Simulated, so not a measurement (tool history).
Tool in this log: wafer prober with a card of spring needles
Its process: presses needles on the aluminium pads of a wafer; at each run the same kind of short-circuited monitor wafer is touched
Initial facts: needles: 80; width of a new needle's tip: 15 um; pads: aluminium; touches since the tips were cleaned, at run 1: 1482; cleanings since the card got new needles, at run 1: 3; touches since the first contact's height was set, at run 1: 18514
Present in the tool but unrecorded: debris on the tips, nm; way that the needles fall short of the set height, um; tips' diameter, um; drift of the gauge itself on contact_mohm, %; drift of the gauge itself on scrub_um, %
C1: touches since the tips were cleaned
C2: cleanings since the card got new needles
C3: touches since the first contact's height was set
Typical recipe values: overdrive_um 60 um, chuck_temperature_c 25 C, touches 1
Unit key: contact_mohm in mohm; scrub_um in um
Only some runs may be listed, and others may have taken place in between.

{"run": 1, "hour": 0.0, "overdrive_um": 60, "chuck_temperature_c": 25, "touches": 1, "C1": 1482, "C2": 3, "C3": 18514, "contact_mohm": 157, "scrub_um": 15.85}
{"hour": 14.7, "done": "tips cleaned on abrasive film"}
{"run": 2, "hour": 18.3, "overdrive_um": 60, "chuck_temperature_c": 97, "touches": 1, "C1": 1099, "C2": 4, "C3": 24026, "contact_mohm": 163, "scrub_um": 15.84}
{"hour": 33.1, "done": "tips cleaned on abrasive film"}
{"run": 3, "hour": 33.4, "overdrive_um": 60, "chuck_temperature_c": 97, "touches": 1, "C1": 98, "C2": 5, "C3": 28565, "contact_mohm": 155, "scrub_um": 15.82}
{"run": 4, "hour": 46.1, "overdrive_um": 41, "chuck_temperature_c": 97, "touches": 1, "C1": 3939, "C2": 5, "C3": 32406, "contact_mohm": 198, "scrub_um": 10.81}
{"hour": 52.0, "done": "tips cleaned on abrasive film"}
{"run": 5, "hour": 65.9, "overdrive_um": 41, "chuck_temperature_c": 97, "touches": 1, "C1": 4205, "C2": 6, "C3": 38390, "contact_mohm": 204, "scrub_um": 10.75}
{"hour": 72.1, "done": "tips cleaned on abrasive film"}
{"run": 6, "hour": 79.6, "overdrive_um": 41, "chuck_temperature_c": 97, "touches": 1, "C1": 2276, "C2": 7, "C3": 42492, "contact_mohm": 195, "scrub_um": 10.76}
{"hour": 90.5, "done": "tips cleaned on abrasive film"}
{"run": 7, "hour": 101.0, "overdrive_um": 60, "chuck_temperature_c": 25, "touches": 1, "C1": 3192, "C2": 8, "C3": 48956, "contact_mohm": 163, "scrub_um": 15.78}
{"hour": 109.8, "done": "tips cleaned on abrasive film"}
{"run": 8, "hour": 112.4, "overdrive_um": 60, "chuck_temperature_c": 25, "touches": 1, "C1": 802, "C2": 9, "C3": 52389, "contact_mohm": 149, "scrub_um": 15.75}
{"hour": 127.8, "done": "tips cleaned on abrasive film"}
{"run": 9, "hour": 128.5, "overdrive_um": 60, "chuck_temperature_c": 25, "touches": 1, "C1": 223, "C2": 10, "C3": 57235, "contact_mohm": 146, "scrub_um": 15.74}
{"hour": 146.0, "done": "tips cleaned on abrasive film"}
{"run": 10, "hour": 152.1, "overdrive_um": 60, "chuck_temperature_c": 25, "touches": 1, "C1": 1862, "C2": 11, "C3": 64350, "contact_mohm": 160, "scrub_um": 15.7}
{"hour": 164.6, "done": "tips cleaned on abrasive film"}
{"run": 11, "hour": 175.4, "overdrive_um": 80, "chuck_temperature_c": 25, "touches": 1, "C1": 3253, "C2": 12, "C3": 71362, "contact_mohm": 154, "scrub_um": 21.06}
{"hour": 183.8, "done": "tips cleaned on abrasive film"}
{"run": 12, "hour": 193.5, "overdrive_um": 80, "chuck_temperature_c": 25, "touches": 1, "C1": 2954, "C2": 13, "C3": 76821, "contact_mohm": 155, "scrub_um": 21.03}
{"hour": 201.8, "done": "tips cleaned on abrasive film"}
{"run": 13, "hour": 211.3, "overdrive_um": 59, "chuck_temperature_c": 25, "touches": 1, "C1": 2886, "C2": 14, "C3": 82187, "contact_mohm": 167, "scrub_um": 15.43}
{"hour": 219.9, "done": "tips cleaned on abrasive film"}
{"run": 14, "hour": 234.5, "overdrive_um": 59, "chuck_temperature_c": 25, "touches": 1, "C1": 4427, "C2": 15, "C3": 89169, "contact_mohm": 170, "scrub_um": 15.41}
{"hour": 237.8, "done": "tips cleaned on abrasive film"}
{"run": 15, "hour": 250.1, "overdrive_um": 59, "chuck_temperature_c": 25, "touches": 1, "C1": 3697, "C2": 16, "C3": 93856, "contact_mohm": 167, "scrub_um": 15.39}
{"hour": 258.0, "done": "tips cleaned on abrasive film"}
{"run": 16, "hour": 265.9, "overdrive_um": 59, "chuck_temperature_c": 25, "touches": 1, "C1": 2412, "C2": 17, "C3": 98634, "contact_mohm": 163, "scrub_um": 15.34}
{"hour": 277.1, "done": "tips cleaned on abrasive film"}
{"run": 17, "hour": 277.9, "overdrive_um": 46, "chuck_temperature_c": 86, "touches": 1, "C1": 262, "C2": 18, "C3": 102237, "contact_mohm": 164, "scrub_um": 11.9}
{"run": 18, "hour": 294.8, "overdrive_um": 78, "chuck_temperature_c": 25, "touches": 2, "C1": 5367, "C2": 18, "C3": 107342, "contact_mohm": 152, "scrub_um": 20.35}
{"hour": 296.1, "done": "tips cleaned on abrasive film"}
{"run": 19, "hour": 308.9, "overdrive_um": 58, "chuck_temperature_c": 25, "touches": 1, "C1": 3869, "C2": 19, "C3": 111589, "contact_mohm": 169, "scrub_um": 15.06}
{"hour": 314.4, "done": "tips cleaned on abrasive film"}
{"run": 20, "hour": 322.5, "overdrive_um": 64, "chuck_temperature_c": 66, "touches": 3, "C1": 2458, "C2": 20, "C3": 115680, "contact_mohm": 154, "scrub_um": 16.66}
{"hour": 332.4, "done": "tips cleaned on abrasive film"}
{"run": 21, "hour": 334.6, "overdrive_um": 53, "chuck_temperature_c": 25, "touches": 1, "C1": 670, "C2": 21, "C3": 119325, "contact_mohm": 158, "scrub_um": 13.71}
{"hour": 352.4, "done": "tips cleaned on abrasive film"}
{"run": 22, "hour": 355.6, "overdrive_um": 43, "chuck_temperature_c": 119, "touches": 2, "C1": 988, "C2": 22, "C3": 125651, "contact_mohm": 171, "scrub_um": 10.99}

Run 23 comes next. What will it give?
{"hour": 372.1, "done": "tips cleaned on abrasive film"}
{"run": 23, "hour": 373.1, "overdrive_um": 65, "chuck_temperature_c": 79, "touches": 2, "C1": 325, "C2": 23, "C3": 130925, "contact_mohm": "?", "scrub_um": "?"}

contact_mohm: 154 mohm
scrub_um: 16.84 um
Were there no unlogged condition in the tool, this run, its random variation unchanged, would have produced contact_mohm 150 mohm, scrub_um 17.22 um.
